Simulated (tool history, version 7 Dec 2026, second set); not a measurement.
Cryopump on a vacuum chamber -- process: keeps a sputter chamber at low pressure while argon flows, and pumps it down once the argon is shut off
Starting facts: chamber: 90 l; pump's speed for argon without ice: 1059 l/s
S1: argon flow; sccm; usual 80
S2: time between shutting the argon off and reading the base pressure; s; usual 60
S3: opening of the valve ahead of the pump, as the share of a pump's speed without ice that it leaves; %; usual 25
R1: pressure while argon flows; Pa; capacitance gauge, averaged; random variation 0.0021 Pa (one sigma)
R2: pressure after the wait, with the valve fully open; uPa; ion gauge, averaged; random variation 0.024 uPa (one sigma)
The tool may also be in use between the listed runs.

run 1 hour=0 | S1=80 S2=60 S3=25 | R1=0.5197 R2=1.6
run 2 hour=14.7 | S1=80 S2=138 S3=25 | R1=0.5241 R2=1.26
run 3 hour=28.2 | S1=80 S2=138 S3=29 | R1=0.4523 R2=1.26
run 4 hour=41.3 | S1=80 S2=138 S3=29 | R1=0.4522 R2=1.31
run 5 hour=48.9 | S1=80 S2=141 S3=25 | R1=0.5229 R2=1.27
run 6 hour=63.2 | S1=80 S2=141 S3=25 | R1=0.5209 R2=1.33
run 7 hour=77.8 | S1=80 S2=141 S3=25 | R1=0.5235 R2=1.34
run 8 hour=89 | S1=80 S2=141 S3=25 | R1=0.5291 R2=1.32
run 9 hour=99.9 | S1=80 S2=141 S3=25 | R1=0.5267 R2=1.37
run 10 hour=114.3 | S1=33 S2=60 S3=25 | R1=0.2163 R2=1.65
run 11 hour=124.9 | S1=33 S2=60 S3=25 | R1=0.2157 R2=1.74
run 12 hour=140 | S1=33 S2=60 S3=25 | R1=0.2141 R2=1.71
run 13 hour=153.9 | S1=33 S2=60 S3=25 | R1=0.2163 R2=1.67
run 14 hour=168.4 | S1=33 S2=60 S3=25 | R1=0.2183 R2=1.68
run 15 hour=180.6 | S1=33 S2=60 S3=25 | R1=0.2155 R2=1.69
run 16 hour=188.7 | S1=33 S2=60 S3=25 | R1=0.2164 R2=1.74
run 17 hour=196.9 | S1=33 S2=60 S3=25 | R1=0.2177 R2=1.74
run 18 hour=211 | S1=37 S2=94 S3=16 | R1=0.3757 R2=1.53
run 19 hour=223.2 | S1=37 S2=94 S3=16 | R1=0.378 R2=1.6
run 20 hour=231.5 | S1=37 S2=94 S3=16 | R1=0.3754 R2=1.56
run 21 hour=244.9 | S1=37 S2=143 S3=16 | R1=0.3787 R2=1.39
run 22 hour=258.4 | S1=33 S2=22 S3=33 | R1=0.1676 R2=2.71
run 23 hour=275.1 | S1=32 S2=147 S3=33 | R1=0.1625 R2=1.48
run 24 hour=284.5 | S1=105 S2=202 S3=25 | R1=0.702 R2=1.45
run 25 hour=299.8 | S1=67 S2=36 S3=25 | R1=0.4428 R2=2.24

The next listed run, before its measurement:
run 26 hour=314.5 | S1=80 S2=60 S3=17 | R1=? R2=?

{"run 26": {"R1": 0.7734, "R2": 1.85}}
With the hidden condition absent and the run-to-run variation left alone, this run would have shown R1 0.7519 Pa, R2 0.87 uPa.
